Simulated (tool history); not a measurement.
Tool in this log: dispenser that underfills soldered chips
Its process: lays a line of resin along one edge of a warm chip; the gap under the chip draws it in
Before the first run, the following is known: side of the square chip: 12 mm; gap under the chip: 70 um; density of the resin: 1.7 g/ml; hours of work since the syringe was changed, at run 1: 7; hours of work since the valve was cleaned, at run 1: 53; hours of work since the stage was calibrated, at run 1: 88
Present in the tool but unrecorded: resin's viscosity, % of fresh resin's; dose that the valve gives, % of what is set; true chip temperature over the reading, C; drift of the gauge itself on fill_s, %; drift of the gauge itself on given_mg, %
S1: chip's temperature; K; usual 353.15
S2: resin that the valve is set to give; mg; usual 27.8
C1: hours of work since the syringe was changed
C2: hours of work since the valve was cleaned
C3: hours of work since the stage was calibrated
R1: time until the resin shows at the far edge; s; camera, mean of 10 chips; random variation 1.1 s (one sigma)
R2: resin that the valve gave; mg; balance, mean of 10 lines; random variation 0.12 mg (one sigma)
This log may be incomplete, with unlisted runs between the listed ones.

Run 1, day 0.000: usual settings; C1 7; C2 53; C3 88. Result: R1 183.9 s, R2 27.29 mg.
At day 0.162: new syringe of resin.
Run 2, day 0.238: usual settings; C1 1; C2 57; C3 91. Result: R1 113.4 s, R2 27.21 mg.
Run 3, day 0.471: usual settings; C1 5; C2 60; C3 95. Result: R1 148.2 s, R2 27.11 mg.
At day 0.796: new syringe of resin.
Run 4, day 0.846: usual settings; C1 1; C2 66; C3 100. Result: R1 111.9 s, R2 27.08 mg.
Run 5, day 1.350: usual settings; C1 8; C2 73; C3 108. Result: R1 203.3 s, R2 27.02 mg.
At day 1.412: new syringe of resin.
Run 6, day 1.717: usual settings but S2 28.7 mg; C1 5; C2 78; C3 113. Result: R1 149.5 s, R2 27.86 mg.
At day 2.042: new syringe of resin.
Run 7, day 2.183: usual settings but S2 28.7 mg; C1 2; C2 85; C3 120. Result: R1 123.5 s, R2 27.45 mg.
Run 8, day 2.525: usual settings but S1 349.15 K; C1 7; C2 90; C3 125. Result: R1 220.6 s, R2 26.76 mg.
At day 2.650: new syringe of resin.
Run 9, day 2.962: usual settings but S1 349.15 K; C1 5; C2 97; C3 131. Result: R1 184.1 s, R2 26.58 mg.
At day 3.258: new syringe of resin.
Run 10, day 3.400: usual settings but S1 349.15 K; C1 2; C2 103; C3 138. Result: R1 146.2 s, R2 26.35 mg.
Run 11, day 3.817: usual settings but S1 359.15 K, S2 31.0 mg; C1 8; C2 109; C3 144. Result: R1 155.8 s, R2 29.48 mg.
At day 3.875: new syringe of resin.
Run 12, day 4.308: usual settings but S1 359.15 K, S2 31.0 mg; C1 6; C2 117; C3 151. Result: R1 135.2 s, R2 29.25 mg.
At day 4.496: new syringe of resin.
Run 13, day 4.646: usual settings but S1 359.15 K, S2 31.0 mg; C1 2; C2 121; C3 156. Result: R1 97.4 s, R2 29.22 mg.
Run 14, day 4.983: usual settings but S1 356.15 K, S2 31.3 mg; C1 7; C2 127; C3 161. Result: R1 162.1 s, R2 29.42 mg.
At day 5.129: new syringe of resin.
Run 15, day 5.408: usual settings but S1 356.15 K, S2 31.3 mg; C1 4; C2 133; C3 167. Result: R1 127.6 s, R2 29.49 mg.
At day 5.525: dispensing valve cleaned and set on the balance.
Run 16, day 5.746: usual settings but S1 366.15 K, S2 24.2 mg; C1 9; C2 3; C3 172. Result: R1 123.9 s, R2 24.01 mg.
At day 5.788: new syringe of resin.
Run 17, day 6.192: usual settings but S1 362.15 K, S2 25.5 mg; C1 6; C2 10; C3 178. Result: R1 120.2 s, R2 25.28 mg.

What does the tool deliver on the next run?
At day 6.388: new syringe of resin.
Run 18, day 6.621: usual settings but S1 360.15 K, S2 35.6 mg; C1 3; C2 16; C3 184. Result: R1 ?, R2 ?.

R1: 103.5 s
R2: 34.97 mg
Had the tool carried no hidden state, the very same run would have given R1 78.2 s, R2 35.36 mg.
